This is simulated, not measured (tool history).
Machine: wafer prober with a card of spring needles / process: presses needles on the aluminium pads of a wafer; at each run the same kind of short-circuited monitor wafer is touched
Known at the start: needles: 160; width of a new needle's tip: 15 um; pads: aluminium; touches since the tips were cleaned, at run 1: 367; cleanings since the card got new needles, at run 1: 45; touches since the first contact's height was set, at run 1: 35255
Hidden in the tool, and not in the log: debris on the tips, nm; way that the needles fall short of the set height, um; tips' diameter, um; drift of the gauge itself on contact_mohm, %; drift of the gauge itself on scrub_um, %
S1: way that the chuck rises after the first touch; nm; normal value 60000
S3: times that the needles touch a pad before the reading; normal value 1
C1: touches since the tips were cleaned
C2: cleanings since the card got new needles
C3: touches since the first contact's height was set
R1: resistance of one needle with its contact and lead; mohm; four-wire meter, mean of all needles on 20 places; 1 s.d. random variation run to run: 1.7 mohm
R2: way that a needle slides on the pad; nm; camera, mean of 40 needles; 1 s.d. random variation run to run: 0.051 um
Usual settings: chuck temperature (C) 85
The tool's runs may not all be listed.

Run 1, day 0.000: usual settings; C1 367; C2 45; C3 35255. Result: R1 195 mohm, R2 11890 nm.
At day 0.171: tips cleaned on abrasive film.
At day 0.379: tips cleaned on abrasive film.
At day 0.583: tips cleaned on abrasive film.
Run 2, day 0.583: usual settings; C1 0; C2 48; C3 41515. Result: R1 180 mohm, R2 11880 nm.
At day 0.804: tips cleaned on abrasive film.
At day 1.021: tips cleaned on abrasive film.
At day 1.208: tips cleaned on abrasive film.
Run 3, day 1.208: usual settings; C1 0; C2 51; C3 48194. Result: R1 178 mohm, R2 11850 nm.
At day 1.429: tips cleaned on abrasive film.
At day 1.646: tips cleaned on abrasive film.
At day 1.846: tips cleaned on abrasive film.
Run 4, day 1.929: usual settings; C1 905; C2 54; C3 55940. Result: R1 207 mohm, R2 11710 nm.
At day 2.071: tips cleaned on abrasive film.
At day 2.300: tips cleaned on abrasive film.
At day 2.521: tips cleaned on abrasive film.
Run 5, day 2.588: usual settings but S3 3; C1 742; C2 57; C3 63030. Result: R1 187 mohm, R2 11810 nm.
At day 2.725: tips cleaned on abrasive film.
At day 2.929: tips cleaned on abrasive film.
At day 3.117: tips cleaned on abrasive film.
At day 3.129: height of the first contact set anew.
Run 6, day 3.175: usual settings but S3 3; C1 495; C2 60; C3 495. Result: R1 183 mohm, R2 12200 nm.
At day 3.354: tips cleaned on abrasive film.
At day 3.575: tips cleaned on abrasive film.
Run 7, day 3.750: usual settings but S3 2; C1 1940; C2 62; C3 6731. Result: R1 208 mohm, R2 12120 nm.
At day 3.800: tips cleaned on abrasive film.
At day 3.988: tips cleaned on abrasive film.
At day 4.208: tips cleaned on abrasive film.
Run 8, day 4.238: usual settings but S1 51000 nm, chuck temperature (C) 108; C1 325; C2 65; C3 11905. Result: R1 197 mohm, R2 10260 nm.

Run 9 has not been measured yet. What should we expect?
At day 4.404: tips cleaned on abrasive film.
Run 9, day 4.575: usual settings but S1 46000 nm, chuck temperature (C) 29, S3 2; C1 1898; C2 66; C3 15574. Result: R1 ?, R2 ?.

R1: 225 mohm
R2: 9340 nm
If the tool had no hidden condition, the same run with the same run-to-run variation would have returned R1 167 mohm, R2 9420 nm.

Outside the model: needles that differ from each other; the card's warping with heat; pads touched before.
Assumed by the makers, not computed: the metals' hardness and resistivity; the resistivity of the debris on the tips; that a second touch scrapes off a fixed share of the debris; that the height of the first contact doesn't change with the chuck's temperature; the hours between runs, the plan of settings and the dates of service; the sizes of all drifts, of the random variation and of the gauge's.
